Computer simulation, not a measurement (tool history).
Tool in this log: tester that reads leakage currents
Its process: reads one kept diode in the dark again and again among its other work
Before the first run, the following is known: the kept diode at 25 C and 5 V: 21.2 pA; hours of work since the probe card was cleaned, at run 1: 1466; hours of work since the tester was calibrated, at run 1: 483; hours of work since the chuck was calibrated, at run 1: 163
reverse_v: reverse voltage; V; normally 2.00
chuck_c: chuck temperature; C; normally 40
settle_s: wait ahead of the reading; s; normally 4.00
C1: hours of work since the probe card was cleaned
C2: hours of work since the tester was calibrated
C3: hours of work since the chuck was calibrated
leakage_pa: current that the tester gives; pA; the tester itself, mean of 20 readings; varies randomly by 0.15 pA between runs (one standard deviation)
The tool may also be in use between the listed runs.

Run 1, hour 0.0: usual settings; C1 1466; C2 483; C3 163. Result: leakage_pa 47.21 pA.
Run 2, hour 25.3: usual settings; C1 1480; C2 497; C3 177. Result: leakage_pa 46.98 pA.
Run 3, hour 54.2: usual settings; C1 1496; C2 513; C3 193. Result: leakage_pa 46.95 pA.
Run 4, hour 77.5: usual settings but reverse_v 2.20 V; C1 1509; C2 526; C3 206. Result: leakage_pa 49.54 pA.
Run 5, hour 98.3: usual settings but settle_s 2.05 s; C1 1521; C2 538; C3 217. Result: leakage_pa 46.83 pA.
Run 6, hour 123.2: usual settings but settle_s 3.74 s; C1 1535; C2 552; C3 231. Result: leakage_pa 46.58 pA.
Run 7, hour 151.4: usual settings but reverse_v 9.26 V; C1 1550; C2 567; C3 247. Result: leakage_pa 115.77 pA.
Run 8, hour 165.3: usual settings but reverse_v 9.26 V; C1 1558; C2 575; C3 254. Result: leakage_pa 116.13 pA.
Run 9, hour 182.9: usual settings but reverse_v 1.82 V, chuck_c 35 C, settle_s 0.33 s; C1 1568; C2 585; C3 264. Result: leakage_pa 30.02 pA.

Run 10 has not been measured yet. What should we expect?
Run 10, hour 211.9: usual settings but reverse_v 1.82 V, chuck_c 35 C, settle_s 2.76 s; C1 1584; C2 601; C3 280. Result: leakage_pa ?.

Run 10 yielded leakage_pa 29.65 pA.
On a tool with no hidden condition, and with the same random variation, this run would have come out at leakage_pa 28.74 pA.

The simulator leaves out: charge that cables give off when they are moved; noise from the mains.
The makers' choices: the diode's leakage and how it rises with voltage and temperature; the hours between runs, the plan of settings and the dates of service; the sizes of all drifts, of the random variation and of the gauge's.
